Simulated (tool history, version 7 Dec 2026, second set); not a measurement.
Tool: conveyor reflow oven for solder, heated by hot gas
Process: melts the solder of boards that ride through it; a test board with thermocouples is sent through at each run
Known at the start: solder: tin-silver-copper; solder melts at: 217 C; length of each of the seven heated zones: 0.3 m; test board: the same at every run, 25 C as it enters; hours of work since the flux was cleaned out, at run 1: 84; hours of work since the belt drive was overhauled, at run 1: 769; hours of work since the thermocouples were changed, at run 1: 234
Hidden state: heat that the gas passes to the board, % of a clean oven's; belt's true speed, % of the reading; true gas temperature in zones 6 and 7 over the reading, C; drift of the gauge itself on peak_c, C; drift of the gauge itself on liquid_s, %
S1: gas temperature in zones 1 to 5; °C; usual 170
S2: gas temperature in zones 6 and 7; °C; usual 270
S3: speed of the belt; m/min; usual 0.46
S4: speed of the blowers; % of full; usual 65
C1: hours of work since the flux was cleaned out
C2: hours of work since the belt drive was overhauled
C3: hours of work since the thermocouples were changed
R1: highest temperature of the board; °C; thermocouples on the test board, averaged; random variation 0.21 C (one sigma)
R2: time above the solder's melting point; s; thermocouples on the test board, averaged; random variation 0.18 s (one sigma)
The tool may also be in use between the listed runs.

run   hour   S1   S2     S3  S4   C1    C2   C3     R1    R2
  1      0  170  270   0.46  65   84   769  234  256.5    61
  2   33.9  170  263   0.46  65  101   786  251  250.4  56.7
  3   77.4  170  263   0.46  65  123   808  273  250.5  56.6
  4  102.8  170  263   0.46  65  136   821  286  250.4  56.7
  5  139.1  170  263   0.46  65  154   839  304  250.3  56.9
  6  171.3  170  270   0.46  65  171   855  320  256.5  61.3
  7  210.1  170  270   0.46  65  190   875  340  256.3    61
     224.9  -- flux residue cleaned out of gas plates and filters
  8  256.9  161  276  0.493  57   16   896  361  257.8    54
  9  281.9  161  276  0.493  57   29   909  374  257.4  54.5
 10  307.9  173  263  0.493  57   42   922  387    248  51.7
 11  345.2  170  267   0.45  65   61   940  406  255.2  62.2
 12  390.1  170  267   0.45  65   83   963  428  255.3  61.9
 13  440.1  170  278   0.46  75  108   988  453  265.7  66.9
 14  463.7  170  278  0.511  59  120  1000  465  259.6    56

3 ways to go on from here, each from the tool as it stands after run 14. What would each give?
  A  501.8  170  268  0.378  59  140  1019  485   ?   ?
  B  501.8  173  270  0.469  65  140  1019  485   ?   ?
  C  501.8  170  281  0.495  59  140  1019  485   ?   ?

run     R1    R2
  A  259.5  78.3
  B  257.1  61.3
  C  263.5  60.2
Without the tool's hidden state the same runs would have given:
run     R1    R2
  A  259.3  77.7
  B  257.1  60.9
  C  263.5  59.8

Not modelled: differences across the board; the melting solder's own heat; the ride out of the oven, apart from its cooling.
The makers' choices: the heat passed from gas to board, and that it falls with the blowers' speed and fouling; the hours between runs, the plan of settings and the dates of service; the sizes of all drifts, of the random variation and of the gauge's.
